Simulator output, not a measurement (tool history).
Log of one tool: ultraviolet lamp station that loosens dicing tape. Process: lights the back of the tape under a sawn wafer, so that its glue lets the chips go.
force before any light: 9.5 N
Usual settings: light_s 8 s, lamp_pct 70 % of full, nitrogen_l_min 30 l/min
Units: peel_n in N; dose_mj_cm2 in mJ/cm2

{"run": 1, "hour": 0.0, "light_s": 8, "lamp_pct": 70, "nitrogen_l_min": 30, "peel_n": 1.388, "dose_mj_cm2": 360}
{"run": 2, "hour": 17.4, "light_s": 8, "lamp_pct": 70, "nitrogen_l_min": 30, "peel_n": 1.394, "dose_mj_cm2": 364}
{"run": 3, "hour": 27.8, "light_s": 8, "lamp_pct": 70, "nitrogen_l_min": 30, "peel_n": 1.394, "dose_mj_cm2": 358}
{"run": 4, "hour": 43.6, "light_s": 8, "lamp_pct": 70, "nitrogen_l_min": 30, "peel_n": 1.415, "dose_mj_cm2": 362}
{"run": 5, "hour": 61.1, "light_s": 8, "lamp_pct": 70, "nitrogen_l_min": 30, "peel_n": 1.472, "dose_mj_cm2": 359}
{"run": 6, "hour": 72.8, "light_s": 8, "lamp_pct": 70, "nitrogen_l_min": 30, "peel_n": 1.491, "dose_mj_cm2": 359}
{"run": 7, "hour": 87.0, "light_s": 8, "lamp_pct": 70, "nitrogen_l_min": 22, "peel_n": 1.654, "dose_mj_cm2": 354}
{"run": 8, "hour": 99.5, "light_s": 5, "lamp_pct": 70, "nitrogen_l_min": 30, "peel_n": 2.813, "dose_mj_cm2": 225}
{"run": 9, "hour": 108.3, "light_s": 16, "lamp_pct": 70, "nitrogen_l_min": 44, "peel_n": 0.268, "dose_mj_cm2": 719}
{"run": 10, "hour": 118.6, "light_s": 16, "lamp_pct": 70, "nitrogen_l_min": 44, "peel_n": 0.278, "dose_mj_cm2": 715}
{"run": 11, "hour": 134.4, "light_s": 16, "lamp_pct": 88, "nitrogen_l_min": 44, "peel_n": 0.201, "dose_mj_cm2": 888}

5 ways to go on from here, each from the tool as it stands after run 11. What would each give?
{"run": "A", "hour": 154.6, "light_s": 8, "lamp_pct": 70, "nitrogen_l_min": 11, "peel_n": "?", "dose_mj_cm2": "?"}
{"run": "B", "hour": 154.6, "light_s": 5, "lamp_pct": 63, "nitrogen_l_min": 30, "peel_n": "?", "dose_mj_cm2": "?"}
{"run": "C", "hour": 154.6, "light_s": 14, "lamp_pct": 63, "nitrogen_l_min": 12, "peel_n": "?", "dose_mj_cm2": "?"}
{"run": "D", "hour": 154.6, "light_s": 7, "lamp_pct": 69, "nitrogen_l_min": 15, "peel_n": "?", "dose_mj_cm2": "?"}
{"run": "E", "hour": 154.6, "light_s": 15, "lamp_pct": 88, "nitrogen_l_min": 12, "peel_n": "?", "dose_mj_cm2": "?"}

run=A peel_n=2.372 dose_mj_cm2=351
run=B peel_n=3.285 dose_mj_cm2=197
run=C peel_n=1.008 dose_mj_cm2=553
run=D peel_n=2.564 dose_mj_cm2=302
run=E peel_n=0.432 dose_mj_cm2=835
Without the tool's hidden state the same runs would have given:
run=A peel_n=2.096 dose_mj_cm2=383
run=B peel_n=2.982 dose_mj_cm2=215
run=C peel_n=0.842 dose_mj_cm2=604
run=D peel_n=2.277 dose_mj_cm2=329
run=E peel_n=0.357 dose_mj_cm2=911
